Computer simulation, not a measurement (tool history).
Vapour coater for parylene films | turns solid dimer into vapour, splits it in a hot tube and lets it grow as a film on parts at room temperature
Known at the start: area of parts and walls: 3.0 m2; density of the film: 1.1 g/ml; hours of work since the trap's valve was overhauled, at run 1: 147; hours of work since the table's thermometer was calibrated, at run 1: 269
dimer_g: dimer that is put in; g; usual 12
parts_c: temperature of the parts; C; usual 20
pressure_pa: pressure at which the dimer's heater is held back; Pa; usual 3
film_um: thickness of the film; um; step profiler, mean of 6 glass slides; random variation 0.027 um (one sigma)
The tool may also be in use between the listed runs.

run,hour,dimer_g,parts_c,pressure_pa,hours of work since the trap's valve was overhauled,hours of work since the table's thermometer was calibrated,film_um
1,0,12,20,3,147,269,2.2
2,16.5,12,20,3,156,278,2.14
3,39.6,12,20,3,170,292,2.11
4,49.9,12,22,3,176,298,1.97
5,64.1,12,22,3,185,307,2.02
6,81.1,12,22,3,195,317,1.99
7,93.6,12,15,3,202,324,2.57
8,111.8,12,15,3,213,335,2.59
9,135.8,5,20,3,227,349,0.88
10,152.4,5,20,3,237,359,0.88
11,165.7,12,20,3,245,367,2.11
12,179.8,12,20,3,253,375,2.08
13,199.9,12,20,3,265,387,2.08
14,219,12,20,3,277,399,2.04
15,234,12,20,3,286,408,2.07
16,253.1,12,20,3,297,419,2.07
17,273.9,12,15,3,309,431,2.55
18,292.6,12,20,3,321,442,2.04
19,311.8,12,13,3,332,454,2.7
20,332.4,12,13,3,344,466,2.65
21,348.8,12,13,3,354,476,2.65
22,369.9,12,13,3.22,366,488,2.63
23,381.7,14,20,3,373,495,2.3
# hour 394.1: trap's valve overhauled
24,395.9,14,20,3,1,501,2.67
25,406.2,14,25,9.21,7,508,1.85
26,430.2,8,25,9.21,21,522,1.07
27,453.8,19,25,9.13,35,536,2.51
28,464.9,19,25,9.13,42,542,2.47
# hour 467.4: table's thermometer calibrated
29,483.8,6,17,7.78,53,10,1.09
30,508.3,6,17,4.38,67,24,1.2
31,526.1,12,20,2.15,78,35,2.4
32,542.4,12,12,5.57,87,45,2.87
33,556.2,18,20,3,96,53,3.39
# hour 561.3: table's thermometer calibrated, once more
34,568.5,12,20,8.94,102,4,1.91
35,585.4,14,20,2.49,112,14,2.68
36,601.9,14,20,2.49,122,24,2.69
37,626.3,14,20,2.49,137,39,2.6
38,650.1,8,13,7.08,151,53,1.74
39,660.4,10,20,3,157,59,1.83
40,670.6,20,20,3,163,65,3.57
41,686,17,23,3,172,74,2.79
42,705.2,12,20,2.02,184,85,2.32
43,721.7,17,20,4.09,193,95,2.91
44,738.6,9,20,3,203,105,1.59
45,760.9,8,24,3,217,119,1.22
46,774.2,13,20,3,225,126,2.34
47,792.3,9,25,8.99,235,137,1.09

Measured less the same run without the tool's hidden state. The same run-to-run variation is in both; the gauge's scatter may not be:
The hidden state here: vapour lost through the trap's worn valve, %; true temperature of the parts over the reading, C; drift of the gauge itself on film_um, %.
run,film_um
1,-0.14
2,-0.14
3,-0.16
4,-0.15
5,-0.16
6,-0.17
7,-0.23
8,-0.24
9,-0.08
10,-0.09
11,-0.22
12,-0.22
13,-0.24
14,-0.24
15,-0.25
16,-0.26
17,-0.33
18,-0.28
19,-0.38
20,-0.39
21,-0.4
22,-0.41
23,-0.37
24,+0.01
25,+0
26,-0.01
27,-0.03
28,-0.03
29,-0.01
30,-0.02
31,-0.05
32,-0.07
33,-0.09
34,-0.08
35,-0.12
36,-0.13
37,-0.15
38,-0.1
39,-0.11
40,-0.23
41,-0.19
42,-0.17
43,-0.22
44,-0.13
45,-0.11
46,-0.2
47,-0.1
